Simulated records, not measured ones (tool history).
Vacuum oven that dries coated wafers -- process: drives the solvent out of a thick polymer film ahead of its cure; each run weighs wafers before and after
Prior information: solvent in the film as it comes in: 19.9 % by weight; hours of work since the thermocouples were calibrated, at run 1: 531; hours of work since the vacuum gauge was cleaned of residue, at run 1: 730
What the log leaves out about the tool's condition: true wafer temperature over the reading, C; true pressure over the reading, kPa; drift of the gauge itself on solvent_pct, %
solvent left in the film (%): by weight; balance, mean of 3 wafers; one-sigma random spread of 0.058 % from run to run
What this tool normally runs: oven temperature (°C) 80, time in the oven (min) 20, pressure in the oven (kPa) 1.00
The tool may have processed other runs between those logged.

| run | day | oven temperature (°C) | time in the oven (min) | pressure in the oven (kPa) | hours of work since the thermocouples were calibrated | hours of work since the vacuum gauge was cleaned of residue | solvent left in the film (%) |
|---|---|---|---|---|---|---|---|
| 1 | 0.000 | 80 | 20 | 1.00 | 531 | 730 | 2.86 |
| 2 | 0.571 | 80 | 20 | 1.00 | 542 | 741 | 2.99 |
| 3 | 1.433 | 80 | 20 | 1.00 | 558 | 757 | 2.91 |
| 4 | 2.321 | 80 | 20 | 1.00 | 575 | 774 | 2.83 |
| 5 | 3.133 | 80 | 20 | 1.00 | 590 | 789 | 2.99 |
| 6 | 4.246 | 80 | 20 | 2.81 | 611 | 810 | 3.80 |
| 7 | 5.088 | 74 | 20 | 1.00 | 627 | 826 | 5.33 |
| 8 | 6.275 | 73 | 20 | 1.00 | 649 | 848 | 5.61 |
| 9 | 7.050 | 73 | 20 | 1.00 | 663 | 863 | 5.66 |
| 10 | 7.625 | 73 | 20 | 1.00 | 674 | 874 | 5.76 |
| 11 | 8.400 | 73 | 20 | 1.00 | 689 | 888 | 5.69 |
| 12 | 9.354 | 82 | 20 | 1.00 | 707 | 906 | 2.32 |
| 13 | 10.092 | 80 | 20 | 1.00 | 721 | 920 | 2.94 |
| 14 | 10.833 | 80 | 20 | 0.58 | 735 | 934 | 2.69 |
| 15 | 11.800 | 80 | 20 | 1.00 | 753 | 952 | 3.05 |
| 16 | 12.667 | 80 | 20 | 1.00 | 769 | 969 | 2.97 |
| 17 | 13.296 | 80 | 20 | 1.00 | 781 | 980 | 2.89 |
| 18 | 14.138 | 80 | 28 | 1.00 | 797 | 996 | 1.66 |
| 19 | 15.254 | 80 | 20 | 1.00 | 818 | 1017 | 2.90 |
| 20 | 16.412 | 80 | 20 | 3.85 | 840 | 1039 | 4.44 |
| 21 | 17.412 | 80 | 20 | 3.85 | 858 | 1058 | 4.53 |
| 22 | 18.562 | 90 | 17 | 3.70 | 880 | 1080 | 2.19 |
| 23 | 19.662 | 90 | 17 | 3.70 | 901 | 1100 | 2.08 |
| 24 | 20.388 | 75 | 33 | 3.85 | 914 | 1114 | 4.40 |
| 25 | 21.450 | 76 | 17 | 3.85 | 934 | 1134 | 6.79 |
| 26 | 22.596 | 82 | 11 | 3.85 | 956 | 1155 | 6.39 |
| 27 | 23.529 | 80 | 20 | 1.08 | 974 | 1173 | 2.97 |
| 28 | 24.292 | 79 | 24 | 3.93 | 988 | 1187 | 4.26 |
| 29 | 25.179 | 79 | 24 | 3.60 | 1005 | 1204 | 3.90 |
| 30 | 26.304 | 79 | 24 | 3.60 | 1026 | 1225 | 3.95 |
| 31 | 26.896 | 75 | 32 | 1.76 | 1037 | 1236 | 3.14 |
| 32 | 27.975 | 76 | 18 | 1.00 | 1057 | 1257 | 4.92 |
| 33 | 28.762 | 91 | 21 | 3.13 | 1072 | 1271 | 1.46 |
| 34 | 29.279 | 80 | 11 | 1.00 | 1082 | 1281 | 6.00 |
| 35 | 29.846 | 80 | 11 | 1.00 | 1092 | 1292 | 6.11 |
| 36 | 30.650 | 89 | 23 | 3.19 | 1107 | 1307 | 1.67 |
| 37 | 31.425 | 80 | 11 | 1.39 | 1122 | 1322 | 6.19 |
| 38 | 32.375 | 87 | 24 | 1.95 | 1140 | 1339 | 1.33 |
| 39 | 32.975 | 87 | 24 | 1.95 | 1151 | 1351 | 1.33 |
| 40 | 33.838 | 87 | 24 | 1.95 | 1167 | 1367 | 1.32 |

What if the next run were any one of these 3? Each begins from the tool's condition after run 40:
| A | 34.512 | 87 | 17 | 3.51 | 1180 | 1380 | ? |
| B | 34.512 | 83 | 12 | 0.63 | 1180 | 1380 | ? |
| C | 34.512 | 69 | 11 | 1.69 | 1180 | 1380 | ? |

| run | solvent left in the film (%) |
|---|---|
| A | 2.85 |
| B | 4.07 |
| C | 10.85 |
The same runs, with their run-to-run variation unchanged, on a tool lacking any hidden condition would have given:
| run | solvent left in the film (%) |
|---|---|
| A | 2.86 |
| B | 4.09 |
| C | 10.87 |
